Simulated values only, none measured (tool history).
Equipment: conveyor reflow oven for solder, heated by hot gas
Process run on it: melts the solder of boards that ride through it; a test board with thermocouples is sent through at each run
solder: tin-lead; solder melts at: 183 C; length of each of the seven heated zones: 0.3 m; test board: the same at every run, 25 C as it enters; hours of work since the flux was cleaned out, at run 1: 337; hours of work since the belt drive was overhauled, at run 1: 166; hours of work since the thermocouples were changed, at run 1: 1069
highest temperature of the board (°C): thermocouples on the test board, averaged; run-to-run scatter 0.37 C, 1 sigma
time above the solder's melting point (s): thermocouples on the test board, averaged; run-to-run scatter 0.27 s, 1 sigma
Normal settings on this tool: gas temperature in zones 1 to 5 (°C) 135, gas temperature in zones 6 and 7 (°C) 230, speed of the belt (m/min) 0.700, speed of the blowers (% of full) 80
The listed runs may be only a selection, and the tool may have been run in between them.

run    hour  gas temperature in zones 1 to 5 (°C)  gas temperature in zones 6 and 7 (°C)  speed of the belt (m/min)  speed of the blowers (% of full)  hours of work since the flux was cleaned out  hours of work since the belt drive was overhauled  hours of work since the thermocouples were changed  highest temperature of the board (°C)  time above the solder's melting point (s)
  1     0.0                                   135                                    230                      0.700                                80                                           337                                                166                                                1069                                  210.9                                       33.4
       16.2  -- flux residue cleaned out of gas plates and filters
  2    62.8                                   150                                    230                      0.700                                80                                            36                                                211                                                1114                                  216.5                                       41.1
  3   111.7                                   150                                    230                      0.700                                80                                            74                                                249                                                1152                                  216.0                                       40.4
  4   161.7                                   150                                    230                      0.700                                80                                           113                                                288                                                1190                                  215.9                                       40.7
  5   215.0                                   150                                    230                      0.700                                80                                           154                                                329                                                1232                                  215.9                                       40.4
  6   299.4                                   150                                    230                      0.700                                80                                           220                                                395                                                1297                                  214.9                                       40.4
      323.6  -- thermocouples of zones 6 and 7 changed
  7   355.5                                   150                                    230                      0.700                                80                                           262                                                437                                                  25                                  213.5                                       39.0
  8   400.5                                   135                                    230                      0.700                                80                                           297                                                471                                                  60                                  210.4                                       33.7
  9   436.7                                   135                                    230                      0.700                                80                                           325                                                500                                                  88                                  209.8                                       33.4
      464.6  -- flux residue cleaned out of gas plates and filters
 10   527.8                                   135                                    230                      0.700                                80                                            49                                                566                                                 155                                  212.8                                       34.8
 11   573.6                                   135                                    230                      0.700                                80                                            85                                                602                                                 190                                  212.3                                       34.9
 12   618.8                                   135                                    230                      0.700                                80                                           120                                                637                                                 225                                  211.3                                       34.5
 13   666.5                                   135                                    229                      0.700                                80                                           157                                                674                                                 262                                  211.6                                       33.9
 14   702.4                                   135                                    229                      0.700                                80                                           185                                                702                                                 290                                  211.3                                       34.4
      720.5  -- belt drive overhauled, speed set with a stopwatch
 15   752.1                                   143                                    230                      0.700                                80                                           220                                                 25                                                 326                                  213.7                                       37.4
 16   804.3                                   148                                    241                      0.609                                78                                           261                                                 65                                                 366                                  227.6                                       52.5
 17   843.5                                   145                                    230                      0.700                                73                                           291                                                 95                                                 397                                  212.1                                       37.4
 18   894.7                                   127                                    223                      0.700                                80                                           331                                                135                                                 436                                  204.0                                       27.8
      920.8  -- flux residue cleaned out of gas plates and filters
 19   955.2                                   127                                    223                      0.700                                80                                            27                                                178                                                 479                                  205.1                                       29.1
 20  1030.4                                   135                                    234                      0.700                                80                                            85                                                237                                                 538                                  215.8                                       37.2
     1091.4  -- belt drive overhauled, speed set with a stopwatch, once more
 21  1117.0                                   140                                    233                      0.636                                52                                           149                                                 20                                                 602                                  213.3                                       39.4
 22  1203.1                                   140                                    233                      0.636                                52                                           216                                                 87                                                 669                                  212.5                                       38.6
 23  1266.1                                   140                                    233                      0.636                                52                                           265                                                136                                                 718                                  212.1                                       39.4
 24  1334.3                                   140                                    233                      0.636                                52                                           318                                                189                                                 771                                  212.3                                       38.8
     1373.6  -- flux residue cleaned out of gas plates and filters
 25  1402.0                                   140                                    233                      0.636                                52                                            22                                                237                                                 819                                  213.8                                       40.1
 26  1454.8                                   147                                    233                      0.561                                62                                            63                                                278                                                 860                                  221.2                                       53.3
 27  1536.8                                   147                                    233                      0.641                                51                                           127                                                342                                                 924                                  215.4                                       42.2
 28  1593.6                                   147                                    242                      0.808                                83                                           171                                                386                                                 968                                  220.4                                       35.7
 29  1667.8                                   147                                    242                      0.808                                83                                           228                                                444                                                1025                                  219.6                                       36.1
 30  1733.2                                   147                                    242                      0.808                                83                                           279                                                494                                                1076                                  219.3                                       35.9

Branching from run 30: 4 alternative next runs. What would each branch give?
  A  1784.4                                   140                                    235                      0.808                                83                                           319                                                534                                                1116                                      ?                                          ?
  B  1784.4                                   147                                    242                      0.808                                88                                           319                                                534                                                1116                                      ?                                          ?
  C  1784.4                                   147                                    242                      0.827                                83                                           319                                                534                                                1116                                      ?                                          ?
  D  1784.4                                   121                                    242                      0.808                                83                                           319                                                534                                                1116                                      ?                                          ?

run  highest temperature of the board (°C)  time above the solder's melting point (s)
  A                                  212.6                                       30.5
  B                                  220.8                                       35.9
  C                                  218.9                                       34.3
  D                                  213.0                                       27.7
Stripped of hidden state, with their random variation kept, the same runs would have yielded:
run  highest temperature of the board (°C)  time above the solder's melting point (s)
  A                                  212.7                                       30.6
  B                                  220.8                                       35.9
  C                                  219.0                                       34.3
  D                                  213.5                                       28.0
